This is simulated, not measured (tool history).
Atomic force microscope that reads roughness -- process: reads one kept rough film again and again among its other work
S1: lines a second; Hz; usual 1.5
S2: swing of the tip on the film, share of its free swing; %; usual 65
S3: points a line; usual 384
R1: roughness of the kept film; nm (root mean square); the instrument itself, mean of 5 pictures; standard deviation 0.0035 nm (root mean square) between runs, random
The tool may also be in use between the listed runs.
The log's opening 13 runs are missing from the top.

run    hour    S1  S2   S3     R1
 14   694.3   1.5  58  384  0.705
      705.9  -- new tip fitted
 15   754.1   1.5  58  384  0.707
 16   784.1   1.5  58  384  0.699
 17   840.5   1.5  58  384    0.7
 18   898.7   1.5  58  384  0.706
      924.2  -- new tip fitted
 19     931   1.5  58  384  0.704
 20     981  0.56  69  269  0.711
 21  1048.4   1.5  74  372  0.671
 22  1098.1   1.5  74  372  0.673
     1145.7  -- new tip fitted
 23  1166.3   1.5  74  372  0.665
 24  1207.4  1.94  65  384  0.682
 25  1243.9  2.91  63  616  0.673
 26  1318.3  2.91  63  616  0.667
 27  1362.2  2.91  63  616  0.671
     1367.7  -- new tip fitted
 28  1394.7  2.91  63  616  0.673
 29  1461.4  2.91  63  616  0.669
 30  1499.2   1.5  72  384  0.674
 31  1550.6   1.5  72  384  0.671
     1587.5  -- new tip fitted
 32  1587.5   1.5  72  384  0.678
 33  1653.8  1.85  63  337  0.688
 34  1684.5  1.85  63  337   0.69
 35  1732.4  0.77  71  364    0.7
 36  1787.1  3.02  61  376  0.674

What if the next run were any one of these 3? Each begins from the tool's condition after run 36:
     1807.5  -- new tip fitted
  A  1821.8   1.5  76  895   ?
     1807.5  -- new tip fitted
  B  1821.8   1.5  65  785   ?
     1807.5  -- new tip fitted
  C  1821.8  2.44  65  306   ?

run     R1
  A  0.663
  B  0.699
  C  0.665
What these runs would have given with no unlogged condition in the tool:
run     R1
  A  0.663
  B  0.698
  C  0.664
